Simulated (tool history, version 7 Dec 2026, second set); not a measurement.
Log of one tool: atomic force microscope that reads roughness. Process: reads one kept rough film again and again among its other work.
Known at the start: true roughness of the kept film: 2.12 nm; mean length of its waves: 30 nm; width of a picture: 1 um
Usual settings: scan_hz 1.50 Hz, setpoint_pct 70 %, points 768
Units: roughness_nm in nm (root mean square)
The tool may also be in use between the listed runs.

run     day  scan_hz  setpoint_pct  points  roughness_nm
  1   0.000     1.50            70     768         1.641
  2   0.321     1.50            70     768         1.626
  3   0.654     1.50            70     768         1.618
  4   1.017     1.50            70     768         1.592
  5   1.325     1.50            75     768         1.561
  6   1.579     1.50            75     768         1.549
  7   1.800     1.50            75     768         1.538
  8   2.017     1.50            70     606         1.536
  9   2.383     1.50            70     768         1.518
 10   2.571     1.50            70     768         1.515
 11   2.833     1.50            70     768         1.515
 12   3.212     1.50            73     768         1.481
 13   3.496     1.50            73     768         1.466
 14   3.771     1.50            73     768         1.444
 15   3.983     1.50            73     768         1.440
 16   4.325     1.50            73     768         1.418
      4.483  -- new tip fitted
 17   4.538     2.90            70     768         1.796
 18   4.812     0.63            70     768         1.860
 19   5.025     0.63            70     768         1.848
 20   5.262     0.63            70     768         1.852
 21   5.629     0.63            70     768         1.805
 22   5.800     1.50            70     664         1.751
 23   6.129     1.50            70     664         1.733
 24   6.296     1.50            70     768         1.740
 25   6.554     1.50            70     768         1.709
 26   6.875     1.50            70     482         1.690
 27   7.058     1.50            70     482         1.689
 28   7.446     0.54            70     711         1.714
 29   7.821     1.50            89     622         1.562
 30   8.183     1.50            89     622         1.532
 31   8.504     1.50            84     768         1.549
 32   8.721     1.50            70     550         1.594
 33   9.021     1.50            70     550         1.587
 34   9.346     1.16            77     768         1.558
 35   9.588     1.16            77     768         1.534
 36   9.892     3.81            82     676         1.348
 37  10.146     1.96            82     676         1.439
 38  10.312     1.96            82     676         1.437
 39  10.654     1.96            82     676         1.422
 40  10.979     2.66            85     419         1.345
 41  11.138     1.50            79     760         1.453
 42  11.525     1.50            76     760         1.443
 43  11.850     1.50            87    1014         1.380
 44  12.200     1.64            56     273         1.438
     12.425  -- new tip fitted
 45  12.479     1.64            56     273         1.877
 46  12.775     1.64            56     273         1.851
 47  12.979     1.64            60     273         1.819
 48  13.267     1.64            60     273         1.797
 49  13.471     0.63            63     273         1.793
 50  13.750     0.63            63     273         1.800
 51  13.917     1.26            70     768         1.761
 52  14.217     1.26            70     996         1.762

Forecast each of these 5 alternatives for the next run:
  A  14.379     1.50            79     768             ?
  B  14.379     1.50            70     386             ?
  C  14.379     3.75            70     768             ?
  D  14.379     0.84            80     385             ?
  E  14.379     0.51            70     651             ?

run  roughness_nm
  A         1.686
  B         1.714
  C         1.655
  D         1.728
  E         1.760
Without the tool's hidden state the same runs would have given:
run  roughness_nm
  A         1.821
  B         1.852
  C         1.788
  D         1.867
  E         1.902
